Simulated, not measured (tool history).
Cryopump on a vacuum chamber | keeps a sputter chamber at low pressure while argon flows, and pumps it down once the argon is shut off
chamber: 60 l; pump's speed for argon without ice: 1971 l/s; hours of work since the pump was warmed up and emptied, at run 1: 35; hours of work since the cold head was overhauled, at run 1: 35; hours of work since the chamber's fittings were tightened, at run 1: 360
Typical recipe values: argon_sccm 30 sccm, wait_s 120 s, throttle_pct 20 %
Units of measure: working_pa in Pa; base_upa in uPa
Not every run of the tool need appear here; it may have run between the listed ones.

run	hour	argon_sccm	wait_s	throttle_pct	hours of work since the pump was warmed up and emptied	hours of work since the cold head was overhauled	hours of work since the chamber's fittings were tightened	working_pa	base_upa
1	0	30	120	20	35	35	360	0.1289	0.89
2	13.7	30	120	52	43	43	368	0.0497	0.85
3	20.6	30	252	20	47	47	372	0.1279	0.56
4	28.4	30	120	20	51	51	376	0.1292	0.87
5	41.5	30	120	20	59	59	384	0.1296	0.85
6	49.2	30	120	16	63	63	388	0.1617	0.83
7	59	30	120	16	69	69	394	0.1609	0.81
8	67.1	30	120	16	73	73	398	0.1613	0.89
9	79.2	30	130	16	80	80	405	0.1621	0.78
10	87.1	30	37	49	85	85	410	0.0537	2.06
11	101.2	40	97	57	93	93	418	0.0617	1
12	116.6	40	154	58	102	102	427	0.0607	0.74
13	125.5	24	30	21	107	107	432	0.0979	2.46
14	139.8	24	30	21	115	115	440	0.0993	2.55

Alternative continuations, all from the tool just after run 14; predict every row:
A	151.4	27	115	19	122	122	447	?	?
B	151.4	17	120	20	122	122	447	?	?
C	151.4	24	30	31	122	122	447	?	?
D	151.4	24	30	31	122	122	447	?	?
E	151.4	32	69	21	122	122	447	?	?

run	working_pa	base_upa
A	0.1224	0.92
B	0.0735	0.89
C	0.0678	2.48
D	0.067	2.54
E	0.1321	1.33
Without the tool's unlogged condition, the same runs would have read:
run	working_pa	base_upa
A	0.1216	0.75
B	0.073	0.72
C	0.067	2.31
D	0.0662	2.37
E	0.1311	1.16
